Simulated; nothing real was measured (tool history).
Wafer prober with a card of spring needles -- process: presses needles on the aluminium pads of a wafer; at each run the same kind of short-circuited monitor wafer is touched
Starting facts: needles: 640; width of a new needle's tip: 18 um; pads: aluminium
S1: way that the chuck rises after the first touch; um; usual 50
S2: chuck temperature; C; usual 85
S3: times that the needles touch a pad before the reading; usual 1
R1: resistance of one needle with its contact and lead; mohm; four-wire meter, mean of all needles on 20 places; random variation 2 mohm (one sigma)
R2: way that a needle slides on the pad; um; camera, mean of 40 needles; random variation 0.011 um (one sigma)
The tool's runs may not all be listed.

{"run": 1, "hour": 0.0, "S1": 50, "S2": 85, "S3": 1, "R1": 221, "R2": 7.76}
{"run": 2, "hour": 8.0, "S1": 50, "S2": 85, "S3": 1, "R1": 319, "R2": 7.78}
{"hour": 9.2, "done": "tips cleaned on abrasive film"}
{"hour": 18.5, "done": "tips cleaned on abrasive film"}
{"run": 3, "hour": 20.8, "S1": 50, "S2": 40, "S3": 1, "R1": 276, "R2": 7.75}
{"hour": 28.4, "done": "tips cleaned on abrasive film"}
{"run": 4, "hour": 33.9, "S1": 50, "S2": 40, "S3": 1, "R1": 311, "R2": 7.71}
{"hour": 37.7, "done": "tips cleaned on abrasive film"}
{"run": 5, "hour": 40.4, "S1": 50, "S2": 40, "S3": 1, "R1": 278, "R2": 7.71}
{"hour": 47.2, "done": "tips cleaned on abrasive film"}
{"run": 6, "hour": 47.2, "S1": 50, "S2": 40, "S3": 1, "R1": 213, "R2": 7.69}
{"hour": 56.4, "done": "tips cleaned on abrasive film"}
{"run": 7, "hour": 56.5, "S1": 50, "S2": 61, "S3": 1, "R1": 224, "R2": 7.7}
{"hour": 65.7, "done": "tips cleaned on abrasive film"}
{"hour": 69.2, "done": "height of the first contact set anew"}
{"run": 8, "hour": 69.2, "S1": 50, "S2": 61, "S3": 1, "R1": 298, "R2": 7.67}
{"hour": 75.2, "done": "tips cleaned on abrasive film"}
{"run": 9, "hour": 81.0, "S1": 50, "S2": 61, "S3": 1, "R1": 310, "R2": 7.66}
{"hour": 84.3, "done": "tips cleaned on abrasive film"}
{"run": 10, "hour": 91.7, "S1": 50, "S2": 61, "S3": 1, "R1": 330, "R2": 7.63}
{"hour": 93.6, "done": "tips cleaned on abrasive film"}
{"hour": 100.0, "done": "height of the first contact set anew, once more"}
{"run": 11, "hour": 102.0, "S1": 50, "S2": 85, "S3": 1, "R1": 323, "R2": 7.85}
{"hour": 102.9, "done": "tips cleaned on abrasive film"}
{"run": 12, "hour": 109.6, "S1": 50, "S2": 85, "S3": 1, "R1": 319, "R2": 7.85}
{"hour": 112.4, "done": "tips cleaned on abrasive film"}
{"hour": 121.5, "done": "tips cleaned on abrasive film"}
{"run": 13, "hour": 121.5, "S1": 50, "S2": 85, "S3": 3, "R1": 221, "R2": 7.82}
{"hour": 131.2, "done": "tips cleaned on abrasive film"}
{"run": 14, "hour": 134.4, "S1": 50, "S2": 115, "S3": 1, "R1": 293, "R2": 7.81}
{"hour": 140.4, "done": "tips cleaned on abrasive film"}
{"run": 15, "hour": 146.2, "S1": 50, "S2": 115, "S3": 1, "R1": 319, "R2": 7.8}
{"hour": 149.3, "done": "tips cleaned on abrasive film"}
{"run": 16, "hour": 154.0, "S1": 50, "S2": 115, "S3": 1, "R1": 311, "R2": 7.78}

Run 17 comes next. What will it give?
{"hour": 158.5, "done": "tips cleaned on abrasive film"}
{"run": 17, "hour": 161.2, "S1": 40, "S2": 88, "S3": 3, "R1": "?", "R2": "?"}

R1: 262 mohm
R2: 6.2 um
Were there no unlogged condition in the tool, this run, its random variation unchanged, would have produced R1 222 mohm, R2 6.27 um.

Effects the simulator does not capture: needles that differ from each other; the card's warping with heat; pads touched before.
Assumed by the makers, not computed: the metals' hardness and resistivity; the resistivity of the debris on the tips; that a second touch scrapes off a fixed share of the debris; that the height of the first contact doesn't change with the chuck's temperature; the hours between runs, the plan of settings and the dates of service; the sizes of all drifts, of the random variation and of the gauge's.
